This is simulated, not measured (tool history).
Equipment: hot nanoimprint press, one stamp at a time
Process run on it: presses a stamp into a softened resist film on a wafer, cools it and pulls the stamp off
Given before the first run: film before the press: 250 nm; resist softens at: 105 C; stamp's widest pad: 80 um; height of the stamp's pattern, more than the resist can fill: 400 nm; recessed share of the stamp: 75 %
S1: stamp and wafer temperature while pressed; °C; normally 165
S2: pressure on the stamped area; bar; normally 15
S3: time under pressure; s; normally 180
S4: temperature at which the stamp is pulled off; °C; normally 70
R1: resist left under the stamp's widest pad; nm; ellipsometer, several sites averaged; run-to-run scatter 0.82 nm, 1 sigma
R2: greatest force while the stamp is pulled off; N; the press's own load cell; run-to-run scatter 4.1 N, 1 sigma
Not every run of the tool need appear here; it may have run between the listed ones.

run,hour,S1,S2,S3,S4,R1,R2
1,0,165,15,180,70,142.8,201
2,20.9,165,15,180,70,141.6,198
3,35,165,15,180,56,142.8,248
4,50.1,165,15,180,56,143.1,244
5,60.9,165,15,180,56,142,246
6,82.8,165,12.5,188,73,150.8,192

The next listed run, before its measurement:
7,101.7,165,12.5,188,73,?,?

{"run 7": {"R1": 150.5, "R2": 191}}
Minus the tool's unlogged condition, the same run would have read R1 149.7 nm, R2 189 N.
